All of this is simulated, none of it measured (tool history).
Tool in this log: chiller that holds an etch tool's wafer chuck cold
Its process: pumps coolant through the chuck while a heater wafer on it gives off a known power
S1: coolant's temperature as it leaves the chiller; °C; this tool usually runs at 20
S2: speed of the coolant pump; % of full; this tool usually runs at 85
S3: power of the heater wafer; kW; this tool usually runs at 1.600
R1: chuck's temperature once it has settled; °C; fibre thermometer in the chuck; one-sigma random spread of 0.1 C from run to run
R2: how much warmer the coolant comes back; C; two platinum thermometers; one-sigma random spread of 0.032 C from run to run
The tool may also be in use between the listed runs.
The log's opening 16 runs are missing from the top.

run    hour  S1  S2     S3    R1    R2
 17   559.3  13  85  1.600  25.8  4.56
 18   591.7  13  85  1.600  25.7  4.51
 19   616.5  20  63  1.022  30.1  3.84
 20   639.3  20  60  1.139  31.6  4.59
 21   671.2  20  98  0.850  26.2  2.15
 22   691.7  20  98  0.850  26.1  2.10
 23   721.5  19  65  1.717  35.5  6.37
 24   749.8  20  95  1.283  29.2  3.28
 25   784.6  20  95  1.283  29.6  3.26
 26   826.4  20  95  1.283  29.4  3.30
 27   863.6  14  84  1.032  22.2  3.02
 28   907.4  14  84  1.032  22.3  3.02
 29   946.4  16  84  1.107  25.0  3.19
 30   972.6  18  76  1.487  30.8  4.68
 31  1019.4  28  80  1.600  41.3  4.90

Branching from run 31: 3 alternative next runs. What would each branch give?
  A  1049.1  28  90  0.900   ?   ?
  B  1049.1  11  80  1.600   ?   ?
  C  1049.1  28  82  1.855   ?   ?

run    R1    R2
  A  34.9  2.44
  B  24.4  4.86
  C  43.2  5.48
Without the tool's hidden state the same runs would have given:
run    R1    R2
  A  34.4  2.35
  B  23.4  4.70
  C  42.1  5.30
